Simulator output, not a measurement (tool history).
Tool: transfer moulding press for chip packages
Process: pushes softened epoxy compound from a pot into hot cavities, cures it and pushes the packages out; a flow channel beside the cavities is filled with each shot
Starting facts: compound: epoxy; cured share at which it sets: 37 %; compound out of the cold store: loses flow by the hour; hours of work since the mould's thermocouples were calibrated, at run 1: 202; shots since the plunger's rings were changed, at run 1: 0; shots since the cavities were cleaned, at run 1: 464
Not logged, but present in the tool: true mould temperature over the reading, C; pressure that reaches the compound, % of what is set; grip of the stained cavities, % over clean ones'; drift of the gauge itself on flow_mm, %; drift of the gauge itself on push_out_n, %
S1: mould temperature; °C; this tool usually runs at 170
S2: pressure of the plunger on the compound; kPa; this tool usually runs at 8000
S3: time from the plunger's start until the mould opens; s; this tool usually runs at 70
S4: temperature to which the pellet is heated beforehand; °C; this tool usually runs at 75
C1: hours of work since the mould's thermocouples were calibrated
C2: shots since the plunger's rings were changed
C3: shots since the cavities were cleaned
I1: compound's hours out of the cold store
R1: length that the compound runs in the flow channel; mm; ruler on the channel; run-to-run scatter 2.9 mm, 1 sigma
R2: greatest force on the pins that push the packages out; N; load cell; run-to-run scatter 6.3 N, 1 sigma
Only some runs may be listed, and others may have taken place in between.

{"run": 1, "hour": 0.0, "S1": 170, "S2": 8000, "S3": 70, "S4": 75, "C1": 202, "C2": 0, "C3": 464, "I1": 39.4, "R1": 851, "R2": 345}
{"run": 2, "hour": 12.0, "S1": 170, "S2": 8000, "S3": 70, "S4": 75, "C1": 209, "C2": 190, "C3": 654, "I1": 41.3, "R1": 845, "R2": 378}
{"run": 3, "hour": 39.5, "S1": 170, "S2": 8000, "S3": 70, "S4": 75, "C1": 225, "C2": 625, "C3": 1089, "I1": 13.6, "R1": 893, "R2": 409}
{"hour": 43.6, "done": "cavities cleaned with cleaning compound and waxed"}
{"run": 4, "hour": 58.7, "S1": 170, "S2": 8000, "S3": 70, "S4": 75, "C1": 236, "C2": 906, "C3": 238, "I1": 9.7, "R1": 902, "R2": 338}
{"run": 5, "hour": 86.6, "S1": 170, "S2": 8000, "S3": 70, "S4": 75, "C1": 252, "C2": 1348, "C3": 680, "I1": 38.1, "R1": 835, "R2": 392}
{"run": 6, "hour": 103.7, "S1": 170, "S2": 8000, "S3": 70, "S4": 83, "C1": 262, "C2": 1619, "C3": 951, "I1": 11, "R1": 889, "R2": 416}
{"hour": 116.0, "done": "cavities cleaned with cleaning compound and waxed"}
{"run": 7, "hour": 122.7, "S1": 170, "S2": 8000, "S3": 70, "S4": 75, "C1": 272, "C2": 1897, "C3": 106, "I1": 29.3, "R1": 843, "R2": 306}
{"run": 8, "hour": 141.1, "S1": 167, "S2": 8000, "S3": 70, "S4": 75, "C1": 283, "C2": 2188, "C3": 397, "I1": 13.8, "R1": 888, "R2": 452}
{"run": 9, "hour": 156.9, "S1": 170, "S2": 8000, "S3": 70, "S4": 75, "C1": 292, "C2": 2437, "C3": 646, "I1": 29.7, "R1": 836, "R2": 386}
{"run": 10, "hour": 183.3, "S1": 170, "S2": 8000, "S3": 70, "S4": 80, "C1": 307, "C2": 2856, "C3": 1065, "I1": 33.1, "R1": 818, "R2": 419}
{"hour": 187.4, "done": "cavities cleaned with cleaning compound and waxed"}
{"run": 11, "hour": 202.3, "S1": 173, "S2": 8000, "S3": 70, "S4": 80, "C1": 318, "C2": 3134, "C3": 237, "I1": 8.6, "R1": 861, "R2": 283}
{"hour": 223.9, "done": "plunger's sealing rings changed"}
{"run": 12, "hour": 227.3, "S1": 177, "S2": 8000, "S3": 70, "S4": 75, "C1": 331, "C2": 54, "C3": 593, "I1": 26, "R1": 850, "R2": 288}
{"run": 13, "hour": 253.9, "S1": 177, "S2": 8000, "S3": 70, "S4": 75, "C1": 346, "C2": 474, "C3": 1013, "I1": 29.8, "R1": 838, "R2": 313}
{"hour": 261.5, "done": "cavities cleaned with cleaning compound and waxed"}
{"run": 14, "hour": 267.3, "S1": 170, "S2": 8000, "S3": 70, "S4": 75, "C1": 353, "C2": 663, "C3": 92, "I1": 22.4, "R1": 877, "R2": 313}
{"run": 15, "hour": 289.2, "S1": 170, "S2": 8000, "S3": 94, "S4": 82, "C1": 366, "C2": 1010, "C3": 439, "I1": 39.2, "R1": 841, "R2": 268}

Estimate the outcome of run 16 from the log above:
{"run": 16, "hour": 317.5, "S1": 174, "S2": 8250, "S3": 69, "S4": 71, "C1": 382, "C2": 1458, "C3": 887, "I1": 24.8, "R1": "?", "R2": "?"}

{"run 16": {"R1": 859, "R2": 338}}
Take away the tool's hidden state, keep the run-to-run variation as it was, and the same run would have given R1 878 mm, R2 205 N.
